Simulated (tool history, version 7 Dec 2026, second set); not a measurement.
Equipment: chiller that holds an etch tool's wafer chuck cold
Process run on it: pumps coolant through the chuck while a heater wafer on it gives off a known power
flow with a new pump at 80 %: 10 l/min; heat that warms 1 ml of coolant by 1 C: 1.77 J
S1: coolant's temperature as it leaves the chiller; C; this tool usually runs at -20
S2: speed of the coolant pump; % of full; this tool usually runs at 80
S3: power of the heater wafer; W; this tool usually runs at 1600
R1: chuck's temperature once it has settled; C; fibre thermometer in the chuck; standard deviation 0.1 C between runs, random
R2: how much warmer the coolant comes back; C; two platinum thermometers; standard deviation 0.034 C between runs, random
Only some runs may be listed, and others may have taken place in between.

Run 1, hour 0: usual settings. Result: R1 -0.9 C, R2 5.47 C.
Run 2, hour 151.5: usual settings but S3 823 W. Result: R1 -10.3 C, R2 2.76 C.
Run 3, hour 244.9: usual settings but S3 1618 W. Result: R1 -0.8 C, R2 5.43 C.
Run 4, hour 399.5: usual settings but S3 1910 W. Result: R1 3 C, R2 6.43 C.
Run 5, hour 524.3: usual settings but S3 1910 W. Result: R1 2.8 C, R2 6.43 C.
Run 6, hour 660.9: usual settings but S2 83 % of full, S3 1910 W. Result: R1 2.2 C, R2 6.19 C.
Run 7, hour 770.3: usual settings but S2 83 % of full, S3 1910 W. Result: R1 2.2 C, R2 6.19 C.
Run 8, hour 890.9: usual settings but S1 -16 C. Result: R1 3.5 C, R2 5.33 C.
Run 9, hour 984.9: usual settings but S1 -16 C. Result: R1 3.3 C, R2 5.33 C.
Run 10, hour 1057.2: usual settings but S2 90 % of full. Result: R1 -2.6 C, R2 4.66 C.
Run 11, hour 1147.7: usual settings but S3 1173 W. Result: R1 -5.9 C, R2 3.89 C.
Run 12, hour 1287.4: usual settings but S3 1173 W. Result: R1 -5.9 C, R2 3.84 C.
Run 13, hour 1438.2: usual settings but S3 1173 W. Result: R1 -5.7 C, R2 3.91 C.
Run 14, hour 1591.3: usual settings. Result: R1 -0.9 C, R2 5.33 C.
Run 15, hour 1722.1: usual settings but S3 1715 W. Result: R1 0.6 C, R2 5.74 C.
Run 16, hour 1835.9: usual settings but S3 1715 W. Result: R1 0.5 C, R2 5.65 C.
Run 17, hour 1965.4: usual settings but S2 68 % of full. Result: R1 1.8 C, R2 6.29 C.
Run 18, hour 2044.6: usual settings but S1 -22 C, S2 83 % of full, S3 1193 W. Result: R1 -8.1 C, R2 3.77 C.
Run 19, hour 2137.5: usual settings but S1 -22 C, S2 81 % of full. Result: R1 -3 C, R2 5.21 C.
At hour 2198: coolant changed, channels flushed.
Run 20, hour 2289.4: usual settings but S1 -22 C, S2 64 % of full. Result: R1 1.2 C, R2 6.68 C.
At hour 2300.3: chiller's thermometer calibrated.
Run 21, hour 2405.6: usual settings but S1 -22 C, S2 64 % of full. Result: R1 1.3 C, R2 6.69 C.
Run 22, hour 2519.5: usual settings but S1 -29 C, S2 60 % of full, S3 1032 W. Result: R1 -13.1 C, R2 4.57 C.
Run 23, hour 2621.3: usual settings but S1 -29 C, S2 60 % of full, S3 1032 W. Result: R1 -13.1 C, R2 4.55 C.
Run 24, hour 2731.4: usual settings but S1 -29 C, S2 60 % of full, S3 1032 W. Result: R1 -13.1 C, R2 4.56 C.
Run 25, hour 2893.2: usual settings but S1 -29 C, S2 82 % of full, S3 904 W. Result: R1 -18.4 C, R2 2.77 C.
Run 26, hour 2974.8: usual settings but S1 -18 C, S2 82 % of full, S3 1152 W. Result: R1 -4.4 C, R2 3.6 C.
Run 27, hour 3060.3: usual settings but S1 -18 C, S2 82 % of full, S3 1152 W. Result: R1 -4.5 C, R2 3.62 C.
Run 28, hour 3190.4: usual settings but S2 84 % of full, S3 969 W. Result: R1 -9 C, R2 2.94 C.
Run 29, hour 3300.3: usual settings but S1 -17 C, S2 76 % of full, S3 1299 W. Result: R1 -0.6 C, R2 4.4 C.
Run 30, hour 3462.6: usual settings but S1 -11 C, S2 76 % of full. Result: R1 9.1 C, R2 5.48 C.

Measured less the same run without the tool's hidden state. The same run-to-run variation is in both; the gauge's scatter may not be:
Hidden state at play: heat passed by the chuck's channels, % of clean ones'; flow at a given pump speed, % of a new pump's; coolant's true temperature over the reading, C; drift of the gauge itself on chuck_c, C; drift of the gauge itself on warmer_back_c, C.
run     R2
  1     +0
  2  -0.01
  3  -0.01
  4  -0.02
  5  -0.04
  6  -0.05
  7  -0.05
  8  -0.06
  9  -0.07
 10  -0.07
 11  -0.08
 12  -0.09
 13   -0.1
 14  -0.11
 15  -0.12
 16  -0.13
 17  -0.13
 18  -0.15
 19  -0.15
 20  -0.16
 21  -0.17
 22  -0.18
 23  -0.19
 24  -0.19
 25  -0.21
 26  -0.21
 27  -0.22
 28  -0.22
 29  -0.23
 30  -0.24
For R1, the value without the hidden state is never more than 0.1 C from the measured value.
